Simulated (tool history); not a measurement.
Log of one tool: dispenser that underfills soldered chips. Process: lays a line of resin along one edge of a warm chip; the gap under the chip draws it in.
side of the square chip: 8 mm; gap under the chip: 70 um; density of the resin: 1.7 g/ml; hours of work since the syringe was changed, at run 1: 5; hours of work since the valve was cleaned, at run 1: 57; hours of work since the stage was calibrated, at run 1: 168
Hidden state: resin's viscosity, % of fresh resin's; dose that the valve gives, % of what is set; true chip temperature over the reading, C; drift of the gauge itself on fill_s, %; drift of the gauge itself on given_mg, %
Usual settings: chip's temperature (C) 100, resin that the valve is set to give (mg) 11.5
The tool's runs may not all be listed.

run,hour,chip's temperature (C),resin that the valve is set to give (mg),hours of work since the syringe was changed,hours of work since the valve was cleaned,hours of work since the stage was calibrated,time until the resin shows at the far edge (s),resin that the valve gave (mg)
1,0,100,11.5,5,57,168,77.8,11.1
# hour 6.3: dispensing valve cleaned and set on the balance
# hour 8.4: new syringe of resin
2,8.4,100,11.5,0,1,173,60.7,11.49
3,17.3,100,11.5,7,8,180,87.6,11.53
# hour 22.9: new syringe of resin
4,25.3,100,11.5,2,14,186,67,11.45
5,35,100,11.5,9,21,193,98.3,11.33
# hour 36.9: new syringe of resin
6,42.5,100,11.5,4,27,199,75.6,11.4
# hour 51: new syringe of resin
7,52.2,100,11.5,1,34,206,64.2,11.28
8,59.6,100,11.5,6,40,211,86.8,11.19
# hour 65.3: new syringe of resin
9,69.1,100,11.5,3,47,218,69.8,11.12
10,76.8,100,12.8,9,52,224,94.6,12.43
# hour 79.8: new syringe of resin
11,82.1,100,11.5,2,56,228,67.8,11.19
# hour 89.2: dispensing valve cleaned and set on the balance
12,91.5,100,11.5,8,2,234,95.3,11.54
# hour 94.9: new syringe of resin
13,98.5,100,11.5,3,7,239,68.7,11.42
14,104.3,100,11.5,7,11,244,88.1,11.47
# hour 109.1: new syringe of resin
15,111.4,100,11.5,2,16,249,66.1,11.35
16,115.9,100,11.5,5,20,252,80,11.4
17,120,100,11.5,8,23,256,94.2,11.35
# hour 123.3: new syringe of resin
18,129.1,100,11.5,4,30,262,77.4,11.27
# hour 137.7: new syringe of resin
19,137.8,98,14.4,0,36,269,63,14.21
20,142.7,98,14.4,4,40,272,78.6,14.1
# hour 152: new syringe of resin
21,152.7,98,14.4,1,47,280,65.4,14.07
22,161.3,102,14.9,7,54,286,81.6,14.53
# hour 166: new syringe of resin
23,167.9,102,14.9,1,58,291,59.8,14.47
# hour 172.1: dispensing valve cleaned and set on the balance
24,174,102,14.9,5,1,295,74.5,14.94
# hour 181.3: new syringe of resin
25,183,96,12.4,1,8,301,73.4,12.28
26,189.8,97,13.8,6,13,307,93.2,13.71
# hour 195.8: new syringe of resin
27,196.2,103,10.9,0,18,311,56.1,10.79
28,201.9,113,11.4,5,22,316,51.5,11.29
29,208.6,107,10.2,10,27,321,83.8,10.03
# hour 209.9: new syringe of resin
30,213.7,114,14.3,3,31,324,45,14.1
31,220.4,89,13.8,8,36,329,133.6,13.54
# hour 224.4: new syringe of resin
32,225.9,89,13.8,1,40,333,88.8,13.46
33,231.2,100,14.9,5,44,337,77.8,14.58
# hour 238.7: new syringe of resin
34,240.1,90,9.9,1,50,344,91.6,9.61
35,244.5,87,13.2,4,54,347,118,12.79

Forecast each of these 4 alternatives for the next run:
A,251,95,12.1,9,59,352,?,?
B,251,99,11.4,9,59,352,?,?
C,251,95,15,9,59,352,?,?
D,251,91,13.2,9,59,352,?,?

run,time until the resin shows at the far edge (s),resin that the valve gave (mg)
A,116.7,11.81
B,104.6,11.05
C,114.6,14.5
D,134.7,12.83
Without the tool's hidden state the same runs would have given:
run,time until the resin shows at the far edge (s),resin that the valve gave (mg)
A,68.6,12.18
B,61.5,11.41
C,67.4,14.96
D,79.5,13.24

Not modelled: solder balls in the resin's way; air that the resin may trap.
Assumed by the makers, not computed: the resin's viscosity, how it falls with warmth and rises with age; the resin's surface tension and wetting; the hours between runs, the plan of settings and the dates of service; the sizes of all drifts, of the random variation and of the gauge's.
